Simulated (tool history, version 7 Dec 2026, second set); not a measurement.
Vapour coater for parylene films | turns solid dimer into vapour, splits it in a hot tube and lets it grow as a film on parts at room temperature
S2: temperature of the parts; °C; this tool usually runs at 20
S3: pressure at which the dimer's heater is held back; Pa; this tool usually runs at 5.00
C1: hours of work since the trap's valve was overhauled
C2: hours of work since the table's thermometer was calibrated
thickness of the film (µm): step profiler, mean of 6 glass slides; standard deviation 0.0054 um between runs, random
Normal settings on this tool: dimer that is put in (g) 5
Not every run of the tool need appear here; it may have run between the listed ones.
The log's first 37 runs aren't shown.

{"run": 38, "hour": 780.3, "dimer that is put in (g)": 5, "S2": 13, "S3": 4.78, "C1": 242, "C2": 1106, "thickness of the film (µm)": 2.026}
{"run": 39, "hour": 808.4, "dimer that is put in (g)": 7, "S2": 13, "S3": 6.86, "C1": 262, "C2": 1126, "thickness of the film (µm)": 2.772}
{"run": 40, "hour": 826.0, "dimer that is put in (g)": 4, "S2": 18, "S3": 5.74, "C1": 274, "C2": 1138, "thickness of the film (µm)": 1.424}
{"run": 41, "hour": 843.6, "dimer that is put in (g)": 4, "S2": 32, "S3": 8.66, "C1": 286, "C2": 1151, "thickness of the film (µm)": 0.994}
{"run": 42, "hour": 872.3, "dimer that is put in (g)": 7, "S2": 15, "S3": 5.0, "C1": 306, "C2": 1171, "thickness of the film (µm)": 2.691}
{"run": 43, "hour": 887.9, "dimer that is put in (g)": 7, "S2": 23, "S3": 2.34, "C1": 317, "C2": 1181, "thickness of the film (µm)": 2.354}
{"run": 44, "hour": 900.6, "dimer that is put in (g)": 7, "S2": 13, "S3": 5.0, "C1": 326, "C2": 1190, "thickness of the film (µm)": 2.804}
{"run": 45, "hour": 928.1, "dimer that is put in (g)": 2, "S2": 20, "S3": 4.58, "C1": 345, "C2": 1210, "thickness of the film (µm)": 0.683}
{"run": 46, "hour": 950.5, "dimer that is put in (g)": 2, "S2": 20, "S3": 4.58, "C1": 361, "C2": 1225, "thickness of the film (µm)": 0.684}
{"run": 47, "hour": 977.4, "dimer that is put in (g)": 7, "S2": 31, "S3": 4.58, "C1": 380, "C2": 1244, "thickness of the film (µm)": 1.82}

Alternative continuations, all from the tool just after run 47; predict every row:
{"run": "A", "hour": 997.2, "dimer that is put in (g)": 4, "S2": 30, "S3": 2.81, "C1": 394, "C2": 1258, "thickness of the film (µm)": "?"}
{"run": "B", "hour": 997.2, "dimer that is put in (g)": 7, "S2": 15, "S3": 4.58, "C1": 394, "C2": 1258, "thickness of the film (µm)": "?"}
{"run": "C", "hour": 997.2, "dimer that is put in (g)": 5, "S2": 20, "S3": 6.09, "C1": 394, "C2": 1258, "thickness of the film (µm)": "?"}

run=A thickness_of_the_film_(µm)=1.110
run=B thickness_of_the_film_(µm)=2.663
run=C thickness_of_the_film_(µm)=1.652
Had the tool no hidden state, the same runs would have come out as:
run=A thickness_of_the_film_(µm)=1.172
run=B thickness_of_the_film_(µm)=2.814
run=C thickness_of_the_film_(µm)=1.746
